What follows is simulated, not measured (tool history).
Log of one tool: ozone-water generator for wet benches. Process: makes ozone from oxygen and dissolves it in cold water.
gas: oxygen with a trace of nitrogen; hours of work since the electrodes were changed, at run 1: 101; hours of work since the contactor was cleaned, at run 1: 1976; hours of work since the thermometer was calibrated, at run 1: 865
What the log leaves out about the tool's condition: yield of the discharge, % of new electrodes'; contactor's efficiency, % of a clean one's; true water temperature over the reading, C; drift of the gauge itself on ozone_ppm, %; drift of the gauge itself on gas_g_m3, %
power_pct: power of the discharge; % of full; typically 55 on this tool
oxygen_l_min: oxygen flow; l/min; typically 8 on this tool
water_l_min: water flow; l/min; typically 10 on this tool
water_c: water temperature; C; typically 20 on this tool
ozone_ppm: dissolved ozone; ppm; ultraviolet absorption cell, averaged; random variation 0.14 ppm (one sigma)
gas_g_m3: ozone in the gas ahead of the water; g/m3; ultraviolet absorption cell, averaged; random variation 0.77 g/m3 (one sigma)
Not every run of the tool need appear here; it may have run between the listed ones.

| run | hour | power_pct | oxygen_l_min | water_l_min | water_c | hours of work since the electrodes were changed | hours of work since the contactor was cleaned | hours of work since the thermometer was calibrated | ozone_ppm | gas_g_m3 |
|---|---|---|---|---|---|---|---|---|---|---|
| 1 | 0 | 55 | 8 | 10 | 20 | 101 | 1976 | 865 | 16.2 | 114.7 |
| 2 | 68 | 55 | 8 | 10 | 20 | 153 | 2028 | 916 | 16.4 | 115.5 |
| 3 | 121.4 | 55 | 8 | 10 | 20 | 193 | 2069 | 957 | 16.1 | 114.2 |
| 4 | 150.3 | 55 | 8 | 10 | 20 | 215 | 2090 | 979 | 16.1 | 114.7 |
| 5 | 205.7 | 55 | 8 | 10 | 20 | 257 | 2132 | 1021 | 16.2 | 115 |
| 6 | 251.6 | 55 | 8 | 10 | 20 | 292 | 2167 | 1056 | 16.3 | 115.2 |
| 7 | 304.4 | 55 | 8 | 10 | 20 | 332 | 2207 | 1096 | 16 | 113.3 |
| 8 | 341.5 | 55 | 8 | 10 | 20 | 360 | 2235 | 1124 | 16.1 | 115.1 |
| 9 | 386.2 | 55 | 8 | 10 | 17 | 394 | 2269 | 1158 | 17.2 | 114.9 |
| 10 | 440.3 | 55 | 8 | 10 | 20 | 435 | 2310 | 1199 | 15.9 | 114.2 |
| 11 | 493 | 55 | 8 | 10 | 20 | 475 | 2350 | 1239 | 16 | 114.7 |
| 12 | 527.3 | 55 | 8 | 9 | 20 | 501 | 2376 | 1265 | 17 | 115.3 |
|  | 531.9 | water thermometer calibrated |
| 13 | 564.4 | 55 | 8 | 9 | 20 | 529 | 2404 | 25 | 17 | 114 |
| 14 | 622.5 | 55 | 8 | 9 | 20 | 573 | 2448 | 69 | 16.5 | 114.5 |
| 15 | 689.9 | 55 | 11.88 | 10 | 20 | 624 | 2499 | 120 | 14.6 | 94.9 |
| 16 | 741.3 | 55 | 11.88 | 10 | 20 | 663 | 2538 | 159 | 14.7 | 94.7 |
| 17 | 788.3 | 55 | 12.06 | 10 | 20 | 699 | 2574 | 194 | 14.3 | 93.1 |
|  | 818.4 | water thermometer calibrated, once more |
| 18 | 835.3 | 55 | 12.06 | 10 | 20 | 734 | 2609 | 13 | 14.5 | 95.1 |
| 19 | 890.7 | 65 | 4.56 | 7 | 19 | 776 | 2651 | 55 | 24.3 | 165.8 |
| 20 | 935.8 | 55 | 6.89 | 10 | 24 | 810 | 2685 | 89 | 14.9 | 120.7 |
| 21 | 986.7 | 74 | 8.83 | 10 | 26 | 849 | 2724 | 128 | 16.7 | 134.4 |
| 22 | 1022.1 | 55 | 6.8 | 12 | 20 | 875 | 2751 | 154 | 14.4 | 120.8 |
| 23 | 1072.4 | 80 | 8 | 10 | 20 | 914 | 2789 | 193 | 21 | 150.5 |
| 24 | 1104.2 | 67 | 4.29 | 10 | 20 | 938 | 2813 | 217 | 19.6 | 172.5 |
| 25 | 1172.4 | 55 | 6.21 | 15 | 20 | 989 | 2865 | 268 | 12.3 | 126.8 |
| 26 | 1240 | 45 | 12.54 | 10 | 20 | 1041 | 2916 | 320 | 11.9 | 78.6 |
| 27 | 1284.2 | 74 | 9.31 | 9 | 14 | 1074 | 2949 | 353 | 23.1 | 130.5 |
| 28 | 1323.3 | 55 | 8 | 10 | 23 | 1104 | 2979 | 383 | 14.6 | 112.1 |
| 29 | 1390.4 | 55 | 8 | 10 | 23 | 1155 | 3030 | 434 | 14.3 | 112.5 |
| 30 | 1419.5 | 75 | 13.97 | 12 | 12 | 1177 | 3052 | 456 | 19 | 110.7 |
| 31 | 1454.3 | 57 | 10.2 | 7 | 13 | 1203 | 3078 | 482 | 21.3 | 102.2 |
| 32 | 1512.5 | 57 | 10.2 | 7 | 13 | 1247 | 3123 | 526 | 21.6 | 102.9 |
| 33 | 1551.7 | 57 | 10.2 | 7 | 13 | 1277 | 3152 | 556 | 21.2 | 101 |

Table of differences, measured result less the result of that run with no hidden state. Run-to-run variation is the same in both. Gauge scatter possibly is not:
| run | ozone_ppm | gas_g_m3 |
|---|---|---|
| 1 | -0.9 | -0.9 |
| 2 | -1 | -1.1 |
| 3 | -1 | -1.2 |
| 4 | -1 | -1.3 |
| 5 | -1 | -1.4 |
| 6 | -1.1 | -1.6 |
| 7 | -1.1 | -1.6 |
| 8 | -1.2 | -1.8 |
| 9 | -1.3 | -1.9 |
| 10 | -1.3 | -1.9 |
| 11 | -1.3 | -2.1 |
| 12 | -1.3 | -2.2 |
| 13 | -1.4 | -2.3 |
| 14 | -1.4 | -2.4 |
| 15 | -1.3 | -2.1 |
| 16 | -1.3 | -2.2 |
| 17 | -1.4 | -2.4 |
| 18 | -1.3 | -2.5 |
| 19 | -2.1 | -5.2 |
| 20 | -1.3 | -3.5 |
| 21 | -1.7 | -5.1 |
| 22 | -1.4 | -3.7 |
| 23 | -2.3 | -6.5 |
| 24 | -2 | -6.7 |
| 25 | -1.4 | -4.2 |
| 26 | -1.2 | -2.2 |
| 27 | -2.6 | -6.1 |
| 28 | -1.6 | -4.2 |
| 29 | -1.6 | -4.3 |
| 30 | -2.4 | -5.6 |
| 31 | -2.2 | -4.2 |
| 32 | -2.4 | -4.4 |
| 33 | -2.4 | -4.4 |
